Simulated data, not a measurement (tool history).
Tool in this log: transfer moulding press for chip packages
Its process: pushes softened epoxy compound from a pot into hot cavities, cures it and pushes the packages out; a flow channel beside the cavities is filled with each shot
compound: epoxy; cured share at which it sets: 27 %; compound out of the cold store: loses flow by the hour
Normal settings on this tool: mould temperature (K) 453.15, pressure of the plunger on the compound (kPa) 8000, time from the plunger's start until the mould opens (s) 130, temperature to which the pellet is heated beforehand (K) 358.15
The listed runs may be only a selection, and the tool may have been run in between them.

| run | hour | mould temperature (K) | pressure of the plunger on the compound (kPa) | time from the plunger's start until the mould opens (s) | temperature to which the pellet is heated beforehand (K) | incoming compound's hours out of the cold store | length that the compound runs in the flow channel (mm) | greatest force on the pins that push the packages out (N) |
|---|---|---|---|---|---|---|---|---|
| 1 | 0.0 | 453.15 | 8000 | 130 | 358.15 | 39.6 | 551 | 302 |
| 2 | 23.3 | 453.15 | 8000 | 130 | 358.15 | 22.5 | 588 | 300 |
| 3 | 50.2 | 456.15 | 8000 | 130 | 358.15 | 32.9 | 554 | 260 |
| 4 | 60.8 | 456.15 | 8000 | 130 | 358.15 | 12.8 | 621 | 283 |
| 5 | 85.4 | 456.15 | 8000 | 116 | 358.15 | 15.1 | 604 | 339 |
| 6 | 106.0 | 456.15 | 8000 | 116 | 355.15 | 32.8 | 555 | 309 |
| 7 | 126.0 | 456.15 | 8000 | 116 | 355.15 | 20.0 | 594 | 319 |
| 8 | 141.1 | 453.15 | 8000 | 130 | 358.15 | 19.4 | 605 | 314 |
| 9 | 166.7 | 453.15 | 8000 | 130 | 358.15 | 46.5 | 525 | 300 |
| 10 | 185.1 | 453.15 | 8000 | 130 | 358.15 | 20.0 | 597 | 316 |
| 11 | 195.7 | 453.15 | 8000 | 130 | 358.15 | 18.9 | 601 | 317 |
| 12 | 218.6 | 453.15 | 8000 | 130 | 358.15 | 13.9 | 620 | 330 |
| 13 | 242.9 | 453.15 | 8000 | 130 | 358.15 | 14.7 | 626 | 324 |
| 14 | 259.1 | 453.15 | 8000 | 130 | 358.15 | 37.4 | 551 | 307 |
| 15 | 279.0 | 453.15 | 8000 | 130 | 358.15 | 16.3 | 614 | 302 |
| 16 | 295.5 | 453.15 | 8000 | 130 | 358.15 | 23.6 | 593 | 304 |
| 17 | 315.3 | 453.15 | 8000 | 130 | 358.15 | 41.4 | 535 | 306 |
| 18 | 342.6 | 453.15 | 8000 | 130 | 360.15 | 29.5 | 571 | 316 |
| 19 | 364.6 | 459.15 | 8630 | 130 | 357.15 | 46.5 | 528 | 256 |
| 20 | 378.1 | 459.15 | 8630 | 130 | 357.15 | 20.0 | 615 | 258 |
| 21 | 392.1 | 459.15 | 8630 | 140 | 357.15 | 23.2 | 608 | 250 |
| 22 | 406.5 | 460.15 | 8630 | 140 | 366.15 | 44.8 | 533 | 248 |
| 23 | 423.7 | 447.15 | 8930 | 161 | 349.15 | 42.9 | 581 | 302 |
| 24 | 434.7 | 447.15 | 8930 | 161 | 349.15 | 21.7 | 645 | 315 |
| 25 | 448.9 | 447.15 | 8930 | 161 | 349.15 | 8.0 | 699 | 328 |
| 26 | 473.3 | 447.15 | 8930 | 161 | 349.15 | 29.5 | 617 | 309 |
| 27 | 492.9 | 449.15 | 6400 | 149 | 358.15 | 30.7 | 519 | 324 |
| 28 | 506.8 | 447.15 | 7470 | 139 | 358.15 | 22.1 | 587 | 389 |
| 29 | 518.2 | 447.15 | 7470 | 139 | 358.15 | 40.2 | 543 | 380 |

Withheld: 11 entries from between the runs. Position of each, and hidden state at the listed run before versus the listed run after:
Runs 2 to 3: cavities cleaned with cleaning compound and waxed (hour 42.4)
  pressure that reaches the compound, % of what is set: 99.76 -> 99.74; grip of the stained cavities, % over clean ones': 0.9 -> 0.3
Runs 5 to 6: cavities cleaned with cleaning compound and waxed (hour 99.6)
  pressure that reaches the compound, % of what is set: 99.73 -> 99.72; grip of the stained cavities, % over clean ones': 1 -> 0.2
Runs 8 to 9: cavities cleaned with cleaning compound and waxed (hour 156.9)
  pressure that reaches the compound, % of what is set: 99.7 -> 99.69; grip of the stained cavities, % over clean ones': 1 -> 0.3
Runs 11 to 12: plunger's sealing rings changed (hour 210.5); cavities cleaned with cleaning compound and waxed (hour 216.8)
  pressure that reaches the compound, % of what is set: 99.67 -> 99.99; grip of the stained cavities, % over clean ones': 0.9 -> 0.1
Runs 14 to 15: cavities cleaned with cleaning compound and waxed (hour 274.8)
  grip of the stained cavities, % over clean ones': 0.9 -> 0.1
Runs 17 to 18: cavities cleaned with cleaning compound and waxed (hour 331.5); mould's thermocouples calibrated (hour 336.6)
  true mould temperature over the reading, C: -0.01 -> 0; pressure that reaches the compound, % of what is set: 99.95 -> 99.93; grip of the stained cavities, % over clean ones': 0.9 -> 0.3
Runs 20 to 21: cavities cleaned with cleaning compound and waxed (hour 390.1)
  pressure that reaches the compound, % of what is set: 99.92 -> 99.91; grip of the stained cavities, % over clean ones': 1 -> 0.1
Runs 24 to 25: cavities cleaned with cleaning compound and waxed (hour 447.0)
  pressure that reaches the compound, % of what is set: 99.89 -> 99.88; grip of the stained cavities, % over clean ones': 1 -> 0
Runs 27 to 28: cavities cleaned with cleaning compound and waxed (hour 504.2)
  pressure that reaches the compound, % of what is set: 99.86 -> 99.85; grip of the stained cavities, % over clean ones': 1 -> 0.1

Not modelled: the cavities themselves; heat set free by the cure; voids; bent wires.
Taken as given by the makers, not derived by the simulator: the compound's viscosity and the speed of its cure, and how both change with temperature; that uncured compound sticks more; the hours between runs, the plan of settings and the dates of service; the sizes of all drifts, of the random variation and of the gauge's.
